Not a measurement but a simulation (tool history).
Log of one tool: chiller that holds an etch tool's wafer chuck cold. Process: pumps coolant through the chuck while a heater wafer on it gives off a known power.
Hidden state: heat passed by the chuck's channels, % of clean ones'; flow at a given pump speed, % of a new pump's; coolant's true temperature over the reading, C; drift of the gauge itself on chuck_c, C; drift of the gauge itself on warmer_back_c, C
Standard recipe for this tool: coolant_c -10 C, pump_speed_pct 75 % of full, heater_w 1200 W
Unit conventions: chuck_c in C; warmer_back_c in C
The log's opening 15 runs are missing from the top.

run     day  coolant_c  pump_speed_pct  heater_w  hours since the coolant was changed and the channels were flushed  hours since the pump was overhauled  hours since the chiller's thermometer was calibrated  chuck_c  warmer_back_c
 16  48.358        -10              75      1200                                                                174                                 2204                                                  4626      2.7           4.52
 17  51.179        -17              85       951                                                                241                                 2272                                                  4693     -7.3           3.08
 18  55.012        -17              85       951                                                                333                                 2364                                                  4785     -7.4           3.13
 19  59.188        -17              85       951                                                                433                                 2464                                                  4886     -7.4            3.1
 20  62.088        -17              85       951                                                                503                                 2534                                                  4955     -7.4           3.15
 21  64.942         -9              74       800                                                                572                                 2602                                                  5024        0           3.08
     65.367  -- coolant pump overhauled
     66.679  -- chiller's thermometer calibrated
 22  68.167         -9              74       800                                                                643                                   66                                                    36     -0.5           3.15
 23  70.342         -9              74       800                                                                695                                  118                                                    88     -0.6           3.08
 24  72.425         -9              74       800                                                                745                                  168                                                   138     -0.6           3.13
     74.196  -- coolant pump overhauled, once more
 25  75.421        -19              82      1200                                                                812                                   29                                                   205     -7.9            3.9
 26  77.421        -19              82      1200                                                                860                                   77                                                   253     -7.8           3.96
 27  80.875        -11              75      1030                                                                943                                  160                                                   336     -0.9           3.73
 28  85.283        -11              75      1030                                                               1049                                  266                                                   441     -0.7           3.65
 29  87.462        -14              78       621                                                               1101                                  318                                                   494       -8           2.13
 30   90.25        -14              78       621                                                               1168                                  385                                                   561     -7.9            2.1
 31    93.5         -5              60       621                                                               1246                                  463                                                   639      2.6           2.85
 32  96.283        -20              75      1086                                                               1313                                  530                                                   706     -8.9           3.91

4 ways to go on from here, each from the tool as it stands after run 32. What would each give?
  A  99.762         -8              75      1200                                                               1396                                  614                                                   789        ?              ?
  B  99.762        -20              75       997                                                               1396                                  614                                                   789        ?              ?
  C  99.762         -8              75      1637                                                               1396                                  614                                                   789        ?              ?
  D  99.762        -20              72       749                                                               1396                                  614                                                   789        ?              ?

run  chuck_c  warmer_back_c
  A      4.2           4.32
  B     -9.9           3.61
  C      8.7           5.93
  D      -12           2.82
With the hidden condition removed and each run's random variation left untouched, the same runs would have given:
run  chuck_c  warmer_back_c
  A      3.4           4.25
  B    -10.6           3.55
  C      7.6           5.83
  D    -12.6           2.77
